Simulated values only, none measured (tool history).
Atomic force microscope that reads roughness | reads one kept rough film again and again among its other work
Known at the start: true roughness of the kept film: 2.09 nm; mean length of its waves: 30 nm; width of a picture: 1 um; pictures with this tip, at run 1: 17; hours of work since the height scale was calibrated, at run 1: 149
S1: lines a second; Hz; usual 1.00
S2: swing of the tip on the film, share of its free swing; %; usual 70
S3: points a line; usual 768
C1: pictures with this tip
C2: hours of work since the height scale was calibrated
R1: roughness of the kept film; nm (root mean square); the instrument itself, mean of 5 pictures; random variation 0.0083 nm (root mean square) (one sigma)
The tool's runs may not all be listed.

run    hour    S1  S2    S3  C1    C2     R1
  1     0.0  1.00  70   768  17   149  1.793
       40.7  -- new tip fitted
  2    45.7  1.00  70   768   8   179  1.813
  3    76.8  1.00  75   768  58   199  1.768
       91.6  -- new tip fitted
  4   113.4  1.00  70   768  35   223  1.817
      143.4  -- new tip fitted
  5   156.9  2.77  70   768  21   250  1.632
  6   185.4  2.77  70   768  66   269  1.631
      195.2  -- new tip fitted
  7   229.7  1.00  66   768  55   297  1.812
      245.6  -- new tip fitted
  8   268.4  1.00  66   768  36   322  1.821
      296.6  -- new tip fitted
  9   308.2  1.00  66   768  19   348  1.827
 10   342.2  1.00  66   768  73   370  1.818
      347.1  -- new tip fitted
 11   363.5  1.00  66   768  26   383  1.823
      399.2  -- new tip fitted
 12   400.6  1.00  66   768   2   407  1.807
 13   426.8  1.00  56   768  44   424  1.877
      451.8  -- new tip fitted
 14   477.9  1.00  56   768  42   457  1.858
      502.3  -- new tip fitted
 15   508.0  1.00  70   768   9   476  1.799
      553.7  -- new tip fitted
 16   559.1  1.00  70   768   9   509  1.801
 17   581.5  1.00  70   768  45   524  1.806
      606.8  -- new tip fitted
 18   626.5  1.00  70   768  31   553  1.782
 19   656.3  1.00  70   768  79   572  1.807
      659.5  -- new tip fitted
 20   684.5  1.00  70   768  40   590  1.788
      713.0  -- new tip fitted
 21   715.0  0.95  70   768   3   610  1.819
 22   751.6  0.95  70   768  61   634  1.817
      764.4  -- new tip fitted
 23   785.4  0.95  70   768  33   655  1.819
      817.8  -- new tip fitted
 24   835.1  1.05  70   895  28   687  1.793
      869.6  -- new tip fitted
 25   877.1  1.05  70   895  12   714  1.789
      920.8  -- new tip fitted
 26   921.5  1.13  64   768   1   743  1.824
 27   961.8  1.78  70   351  65   769  1.698
      973.4  -- new tip fitted
 28   990.5  1.00  70   409  27   787  1.793
     1024.3  -- new tip fitted
 29  1025.0  1.24  79   639   1   809  1.703
 30  1049.9  1.24  89   639  41   825  1.597
     1075.9  -- new tip fitted
 31  1077.0  0.61  78   358   1   843  1.805
 32  1104.2  0.89  67  1012  45   860  1.815
     1128.9  -- new tip fitted
 33  1142.6  1.06  70   768  22   885  1.788
     1180.7  -- new tip fitted
 34  1187.3  1.00  56   881  11   914  1.868
 35  1222.5  1.00  56   881  67   937  1.863
     1231.1  -- new tip fitted
 36  1247.3  0.63  65   768  26   953  1.842
 37  1280.5  0.63  65   768  78   974  1.840
     1283.6  -- new tip fitted
 38  1302.8  0.75  59   285  30   988  1.836
     1334.4  -- new tip fitted
 39  1342.5  0.97  70   761  13  1014  1.802
 40  1374.7  0.78  70   362  64  1035  1.815
     1387.2  -- new tip fitted
 41  1425.2  0.78  70   362  61  1067  1.825
     1438.2  -- new tip fitted
 42  1475.7  0.55  67   343  59  1100  1.841
     1490.4  -- new tip fitted
 43  1502.1  1.32  57   668  19  1117  1.848
 44  1524.6  1.32  57   668  54  1131  1.844

Run 45 comes next. What will it give?
     1541.0  -- new tip fitted
 45  1573.4  1.00  70  578  52  1163   ?

Run 45 gave R1 1.811 nm (root mean square).
Without the tool's hidden state the same run would have given R1 1.815 nm (root mean square).
